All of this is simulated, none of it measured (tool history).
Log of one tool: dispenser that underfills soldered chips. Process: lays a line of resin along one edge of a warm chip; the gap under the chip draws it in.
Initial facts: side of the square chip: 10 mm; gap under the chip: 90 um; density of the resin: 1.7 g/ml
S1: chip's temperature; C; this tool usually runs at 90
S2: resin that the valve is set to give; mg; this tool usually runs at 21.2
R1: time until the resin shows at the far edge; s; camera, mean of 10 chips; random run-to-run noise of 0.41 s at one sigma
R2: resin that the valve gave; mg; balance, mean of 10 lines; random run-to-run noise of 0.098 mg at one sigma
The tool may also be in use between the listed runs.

run   hour   S1    S2    R1     R2
  1    0.0   90  21.2  29.4  19.55
       1.9  -- dispensing valve cleaned and set on the balance
  2    7.8   90  21.2  38.7  20.95
      12.4  -- new syringe of resin
  3   12.4   90  21.2  26.6  21.27
  4   20.1   90  21.0  38.4  20.79
      24.4  -- new syringe of resin
  5   28.3   90  21.2  31.9  20.88
  6   35.5   90  21.2  43.2  20.73
      36.6  -- new syringe of resin
  7   44.2   90  21.2  37.7  20.73
      48.7  -- new syringe of resin
  8   49.9   90  21.2  28.6  20.85
  9   57.5   90  21.2  40.3  20.31
      60.6  -- new syringe of resin
 10   62.3   90  21.2  28.1  20.33
 11   66.3   90  21.2  34.5  20.43
 12   71.9   90  18.3  45.9  17.41
      72.7  -- new syringe of resin
 13   79.5   98  22.3  25.6  21.35
 14   84.0   98  22.3  31.5  21.04
      85.1  -- new syringe of resin
 15   89.1   98  22.3  23.7  21.24
 16   95.2   98  22.3  30.5  20.92
      97.4  -- new syringe of resin
 17   98.9   98  22.3  20.4  21.06
 18  103.9   98  22.3  25.5  21.08
 19  108.6  103  19.0  28.0  17.74
     109.6  -- new syringe of resin
 20  115.5   99  22.0  24.4  20.33
     118.2  -- dispensing valve cleaned and set on the balance
     122.6  -- new syringe of resin
 21  122.7  105  19.0  16.0  18.95

Branching from run 21: 4 alternative next runs. What would each branch give?
  A  128.9   85  21.4   ?   ?
  B  128.9   77  21.2   ?   ?
  C  128.9   89  21.2   ?   ?
  D  128.9  101  21.8   ?   ?

run    R1     R2
  A  42.3  21.14
  B  57.4  20.97
  C  35.8  20.87
  D  23.0  21.60
With the hidden condition removed and each run's random variation left untouched, the same runs would have given:
run    R1     R2
  A  33.2  21.28
  B  45.2  21.11
  C  28.0  21.01
  D  18.1  21.74

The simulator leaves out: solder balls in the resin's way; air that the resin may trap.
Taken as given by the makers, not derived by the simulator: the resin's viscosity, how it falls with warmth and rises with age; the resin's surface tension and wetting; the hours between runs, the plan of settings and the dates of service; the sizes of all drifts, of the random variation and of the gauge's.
